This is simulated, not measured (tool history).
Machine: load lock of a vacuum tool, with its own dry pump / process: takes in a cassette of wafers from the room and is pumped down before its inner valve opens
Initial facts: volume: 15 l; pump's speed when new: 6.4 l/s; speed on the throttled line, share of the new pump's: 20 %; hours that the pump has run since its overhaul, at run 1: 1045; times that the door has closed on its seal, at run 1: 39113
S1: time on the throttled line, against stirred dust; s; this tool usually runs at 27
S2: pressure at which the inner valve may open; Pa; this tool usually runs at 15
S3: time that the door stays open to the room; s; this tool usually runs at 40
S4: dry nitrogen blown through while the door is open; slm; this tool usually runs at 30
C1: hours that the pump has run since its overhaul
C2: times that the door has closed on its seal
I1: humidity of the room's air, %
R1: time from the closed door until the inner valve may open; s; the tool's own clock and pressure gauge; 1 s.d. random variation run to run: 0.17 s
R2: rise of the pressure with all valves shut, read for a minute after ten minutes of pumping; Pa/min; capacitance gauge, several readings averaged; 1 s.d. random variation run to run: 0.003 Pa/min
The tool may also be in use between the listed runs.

Run 1, hour 0.0: usual settings; C1 1045; C2 39113; I1 42.5. Result: R1 43.0 s, R2 0.483 Pa/min.
Run 2, hour 99.4: usual settings; C1 1145; C2 39455; I1 41.9. Result: R1 42.5 s, R2 0.501 Pa/min.
Run 3, hour 232.0: usual settings; C1 1277; C2 39912; I1 48.6. Result: R1 42.5 s, R2 0.507 Pa/min.
Run 4, hour 411.4: usual settings; C1 1457; C2 40531; I1 45.5. Result: R1 42.9 s, R2 0.541 Pa/min.
Run 5, hour 557.9: usual settings; C1 1603; C2 41036; I1 46.3. Result: R1 42.7 s, R2 0.538 Pa/min.
Run 6, hour 651.9: usual settings; C1 1697; C2 41360; I1 45.7. Result: R1 42.8 s, R2 0.544 Pa/min.
Run 7, hour 789.5: usual settings but S3 41 s; C1 1835; C2 41834; I1 45.6. Result: R1 43.1 s, R2 0.539 Pa/min.
Run 8, hour 886.9: usual settings but S3 41 s; C1 1932; C2 42170; I1 47.4. Result: R1 42.4 s, R2 0.559 Pa/min.
Run 9, hour 1028.8: usual settings but S2 19 Pa, S3 41 s; C1 2074; C2 42659; I1 45.3. Result: R1 42.2 s, R2 0.574 Pa/min.
Run 10, hour 1128.1: usual settings but S2 16 Pa, S3 41 s; C1 2174; C2 43001; I1 42.2. Result: R1 42.8 s, R2 0.578 Pa/min.
Run 11, hour 1266.0: usual settings but S3 43 s; C1 2311; C2 43477; I1 42.1. Result: R1 43.0 s, R2 0.587 Pa/min.
Run 12, hour 1430.1: usual settings but S3 43 s; C1 2476; C2 44042; I1 46.7. Result: R1 43.1 s, R2 0.600 Pa/min.
Run 13, hour 1548.9: usual settings but S1 51 s, S2 20 Pa; C1 2594; C2 44452; I1 41.8. Result: R1 61.2 s, R2 0.617 Pa/min.
Run 14, hour 1640.2: usual settings but S1 51 s, S2 20 Pa; C1 2686; C2 44766; I1 46.3. Result: R1 61.0 s, R2 0.622 Pa/min.
Run 15, hour 1739.7: usual settings but S1 21 s, S2 18 Pa, S3 152 s, S4 5 slm; C1 2785; C2 45110; I1 44.5. Result: R1 38.1 s, R2 0.682 Pa/min.
Run 16, hour 1902.3: usual settings but S1 21 s, S2 18 Pa, S3 152 s, S4 5 slm; C1 2948; C2 45670; I1 42.9. Result: R1 38.0 s, R2 0.698 Pa/min.
Run 17, hour 2037.7: usual settings but S3 65 s; C1 3083; C2 46137; I1 46.4. Result: R1 43.1 s, R2 0.649 Pa/min.
Run 18, hour 2144.8: usual settings but S2 14 Pa; C1 3190; C2 46506; I1 40.2. Result: R1 43.3 s, R2 0.658 Pa/min.
Run 19, hour 2241.7: usual settings but S1 17 s, S2 14 Pa, S4 8 slm; C1 3287; C2 46840; I1 44.0. Result: R1 35.5 s, R2 0.665 Pa/min.
At hour 2327.5: door's seal changed, seat wiped.
Run 20, hour 2342.3: usual settings but S1 47 s, S2 14 Pa, S3 169 s, S4 8 slm; C1 3386; C2 51; I1 44.2. Result: R1 58.9 s, R2 0.077 Pa/min.

Predict each of these 5 candidate next runs independently; none follows another, all start after run 20:
Run A, hour 2488.6: usual settings but S2 12 Pa, S3 171 s, S4 5 slm; C1 3533; C2 555; I1 46.8. Result: R1 ?, R2 ?.
Run B, hour 2488.6: usual settings but S1 47 s, S2 30 Pa, S3 173 s, S4 8 slm; C1 3533; C2 555; I1 46.2. Result: R1 ?, R2 ?.
Run C, hour 2488.6: usual settings but S1 47 s, S2 16 Pa, S3 87 s, S4 21 slm; C1 3533; C2 555; I1 45.7. Result: R1 ?, R2 ?.
Run D, hour 2488.6: usual settings but S1 47 s, S2 25 Pa, S3 117 s, S4 28 slm; C1 3533; C2 555; I1 45.4. Result: R1 ?, R2 ?.
Run E, hour 2488.6: usual settings but S1 20 s, S3 168 s, S4 4 slm; C1 3533; C2 555; I1 44.3. Result: R1 ?, R2 ?.

run    R1     R2
  A  43.8  0.095
  B  57.4  0.091
  C  58.9  0.051
  D  57.5  0.048
  E  38.1  0.094
Stripped of hidden state, with their random variation kept, the same runs would have yielded:
run    R1     R2
  A  42.7  0.095
  B  56.8  0.091
  C  58.2  0.051
  D  56.8  0.048
  E  37.0  0.093
